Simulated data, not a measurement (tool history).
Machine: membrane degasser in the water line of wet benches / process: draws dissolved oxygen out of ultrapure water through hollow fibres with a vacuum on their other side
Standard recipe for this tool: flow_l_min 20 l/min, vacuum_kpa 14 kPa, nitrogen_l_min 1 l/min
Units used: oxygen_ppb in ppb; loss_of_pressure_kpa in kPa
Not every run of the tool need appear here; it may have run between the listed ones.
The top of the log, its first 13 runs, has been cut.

-- hour=1601.8 vacuum gauge calibrated, once more
run 14 hour=1653.1 | flow_l_min=20 vacuum_kpa=14 nitrogen_l_min=0.45 | oxygen_ppb=1049.2 loss_of_pressure_kpa=32.76
run 15 hour=1766.5 | flow_l_min=20 vacuum_kpa=14 nitrogen_l_min=0.45 | oxygen_ppb=1039.5 loss_of_pressure_kpa=32.39
run 16 hour=1919.5 | flow_l_min=20 vacuum_kpa=14 nitrogen_l_min=0.45 | oxygen_ppb=1057.9 loss_of_pressure_kpa=32.66
run 17 hour=2065.7 | flow_l_min=20 vacuum_kpa=14 nitrogen_l_min=0.45 | oxygen_ppb=1045.4 loss_of_pressure_kpa=32.47
-- hour=2136.3 seals of the vacuum lines changed
run 18 hour=2137.8 | flow_l_min=30 vacuum_kpa=14 nitrogen_l_min=0.61 | oxygen_ppb=1405.7 loss_of_pressure_kpa=49.6
run 19 hour=2289 | flow_l_min=21 vacuum_kpa=15.1 nitrogen_l_min=2.76 | oxygen_ppb=468.5 loss_of_pressure_kpa=34.66
run 20 hour=2359.1 | flow_l_min=20 vacuum_kpa=29 nitrogen_l_min=0.58 | oxygen_ppb=1664.5 loss_of_pressure_kpa=33.14
run 21 hour=2531.6 | flow_l_min=20 vacuum_kpa=29 nitrogen_l_min=0.58 | oxygen_ppb=1717.7 loss_of_pressure_kpa=32.9
run 22 hour=2620.8 | flow_l_min=20 vacuum_kpa=29 nitrogen_l_min=0.58 | oxygen_ppb=1684.1 loss_of_pressure_kpa=33.17
run 23 hour=2773 | flow_l_min=26 vacuum_kpa=15.4 nitrogen_l_min=0.58 | oxygen_ppb=1336.6 loss_of_pressure_kpa=43.37
run 24 hour=2944.6 | flow_l_min=12 vacuum_kpa=14 nitrogen_l_min=2.4 | oxygen_ppb=178.5 loss_of_pressure_kpa=19.84
run 25 hour=3079.9 | flow_l_min=12 vacuum_kpa=14 nitrogen_l_min=2.4 | oxygen_ppb=178.3 loss_of_pressure_kpa=20.13
run 26 hour=3168.6 | flow_l_min=27 vacuum_kpa=22.3 nitrogen_l_min=2.08 | oxygen_ppb=975.7 loss_of_pressure_kpa=44.77
run 27 hour=3303.1 | flow_l_min=27 vacuum_kpa=9.1 nitrogen_l_min=1.2 | oxygen_ppb=770.4 loss_of_pressure_kpa=45.07
run 28 hour=3400.9 | flow_l_min=29 vacuum_kpa=24.8 nitrogen_l_min=1 | oxygen_ppb=1626.9 loss_of_pressure_kpa=48.54
run 29 hour=3491.6 | flow_l_min=29 vacuum_kpa=24.8 nitrogen_l_min=1 | oxygen_ppb=1627.7 loss_of_pressure_kpa=48.66
run 30 hour=3627.4 | flow_l_min=19 vacuum_kpa=20.4 nitrogen_l_min=1 | oxygen_ppb=867 loss_of_pressure_kpa=31.82
run 31 hour=3726.5 | flow_l_min=16 vacuum_kpa=14 nitrogen_l_min=1.82 | oxygen_ppb=356.7 loss_of_pressure_kpa=27
run 32 hour=3859.4 | flow_l_min=16 vacuum_kpa=14 nitrogen_l_min=1.82 | oxygen_ppb=354.1 loss_of_pressure_kpa=27.23

Forecast each of these 4 alternatives for the next run:
run A hour=4003.4 | flow_l_min=14 vacuum_kpa=14 nitrogen_l_min=1.08 | oxygen_ppb=? loss_of_pressure_kpa=?
run B hour=4003.4 | flow_l_min=30 vacuum_kpa=16.6 nitrogen_l_min=0.87 | oxygen_ppb=? loss_of_pressure_kpa=?
run C hour=4003.4 | flow_l_min=30 vacuum_kpa=20.8 nitrogen_l_min=0.46 | oxygen_ppb=? loss_of_pressure_kpa=?
run D hour=4003.4 | flow_l_min=23 vacuum_kpa=8.9 nitrogen_l_min=1.89 | oxygen_ppb=? loss_of_pressure_kpa=?

run=A oxygen_ppb=399.7 loss_of_pressure_kpa=23.55
run=B oxygen_ppb=1409.8 loss_of_pressure_kpa=50.58
run=C oxygen_ppb=2168.9 loss_of_pressure_kpa=50.62
run=D oxygen_ppb=503.8 loss_of_pressure_kpa=38.42
What these runs would have given with no unlogged condition in the tool:
run=A oxygen_ppb=368.9 loss_of_pressure_kpa=22.2
run=B oxygen_ppb=1319.1 loss_of_pressure_kpa=47.69
run=C oxygen_ppb=2091.2 loss_of_pressure_kpa=47.73
run=D oxygen_ppb=437.4 loss_of_pressure_kpa=36.23

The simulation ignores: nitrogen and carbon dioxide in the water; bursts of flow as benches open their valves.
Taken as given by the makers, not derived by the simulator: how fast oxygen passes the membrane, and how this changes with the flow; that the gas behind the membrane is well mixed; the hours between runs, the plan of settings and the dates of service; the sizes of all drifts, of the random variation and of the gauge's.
